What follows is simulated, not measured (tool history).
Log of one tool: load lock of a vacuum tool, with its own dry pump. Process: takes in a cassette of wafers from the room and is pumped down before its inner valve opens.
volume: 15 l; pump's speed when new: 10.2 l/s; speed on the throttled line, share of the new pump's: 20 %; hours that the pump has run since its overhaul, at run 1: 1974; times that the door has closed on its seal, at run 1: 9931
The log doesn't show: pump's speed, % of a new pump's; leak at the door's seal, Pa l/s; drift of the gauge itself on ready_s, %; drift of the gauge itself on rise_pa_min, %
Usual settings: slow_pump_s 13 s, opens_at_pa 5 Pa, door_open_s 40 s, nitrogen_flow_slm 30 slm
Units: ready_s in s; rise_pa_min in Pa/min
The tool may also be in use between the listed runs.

run,hour,slow_pump_s,opens_at_pa,door_open_s,nitrogen_flow_slm,hours that the pump has run since its overhaul,times that the door has closed on its seal,"incoming humidity of the room's air, %",ready_s,rise_pa_min
1,0,13,5,40,30,1974,9931,42.7,25.56,0.066
2,295.8,13,5,40,30,2269,10538,43,25.63,0.059
3,537.7,13,5,40,30,2511,11034,41.1,25.72,0.072
4,686.6,13,5,40,30,2660,11339,45.9,25.69,0.071
5,962,13,5,40,30,2936,11905,46.3,25.72,0.073
6,1225.4,13,5,40,30,3199,12445,46.6,25.69,0.079
7,1467.7,13,5,190,30,3441,12942,47.3,26.04,0.147
8,1793,14,5,190,30,3767,13609,43.1,26.64,0.142
9,2084.3,14,5,190,30,4058,14207,42.9,26.53,0.142
10,2357.1,14,5,190,30,4331,14767,45.7,26.86,0.153
11,2673.7,14,5,190,30,4647,15417,45.3,26.89,0.158
12,2887.8,13,5,40,30,4861,15856,45.3,26.04,0.082
13,3097.3,13,5,40,30,5071,16286,45.6,26.06,0.09
14,3249.2,13,5,40,30,5223,16597,45.4,26.07,0.09
15,3397.4,13,5,27,30,5371,16901,41.5,26.18,0.081
16,3691.2,13,5,40,30,5665,17504,42.8,26.19,0.09
17,3949.5,6,5,40,30,5923,18034,40.8,20.72,0.09
18,4197.8,6,5,40,30,6171,18543,46.5,20.8,0.106
19,4488.3,6,5,40,30,6462,19139,47.2,20.7,0.105
20,4679.4,13,5,31,30,6653,19532,47.8,26.41,0.098
21,4865.8,12,5,40,15,6839,19914,44.4,25.66,0.114
22,5107.1,13,5,186,30,7081,20409,46.1,26.34,0.178
23,5267.3,10,5,40,30,7241,20738,43.4,24.02,0.111
24,5464.8,15,6,40,30,7438,21143,45.9,27.77,0.114
25,5770.1,15,6,40,30,7744,21769,43.2,27.7,0.117
26,6009,15,6,40,30,7983,22260,47.3,27.75,0.118
27,6336.2,7,5,40,17,8310,22931,45.5,21.88,0.133
28,6648.6,7,5,36,17,8622,23572,43.8,21.94,0.125
29,6876.8,7,5,36,17,8850,24040,43.2,22.1,0.133
30,7022.8,15,6,62,30,8996,24340,46.9,27.95,0.142
31,7196.4,15,5,132,30,9170,24696,44,28.28,0.168
32,7334.4,8,5,40,24,9308,24979,46.7,22.89,0.137
33,7612.6,11,5,40,42,9586,25550,43.3,25.28,0.12
34,7807.5,11,5,40,42,9781,25950,46.5,25.49,0.13
# hour 8037.3: dry pump taken out, an overhauled one fitted
35,8052.2,8,8,134,6,15,26439,44.2,20.38,0.222
36,8243.4,18,8,211,4,206,26832,48.2,28.3,0.298
37,8542.8,9,5,99,23,506,27446,45.2,21.92,0.184

Forecast each of these 3 alternatives for the next run:
A,8729.4,9,5,99,17,692,27829,42.6,?,?
B,8729.4,9,5,40,30,692,27829,43.6,?,?
C,8729.4,13,5,29,30,692,27829,47,?,?

run,ready_s,rise_pa_min
A,21.95,0.185
B,21.9,0.146
C,25.11,0.142
Without the tool's hidden state the same runs would have given:
run,ready_s,rise_pa_min
A,22.04,0.083
B,21.99,0.044
C,25.2,0.04

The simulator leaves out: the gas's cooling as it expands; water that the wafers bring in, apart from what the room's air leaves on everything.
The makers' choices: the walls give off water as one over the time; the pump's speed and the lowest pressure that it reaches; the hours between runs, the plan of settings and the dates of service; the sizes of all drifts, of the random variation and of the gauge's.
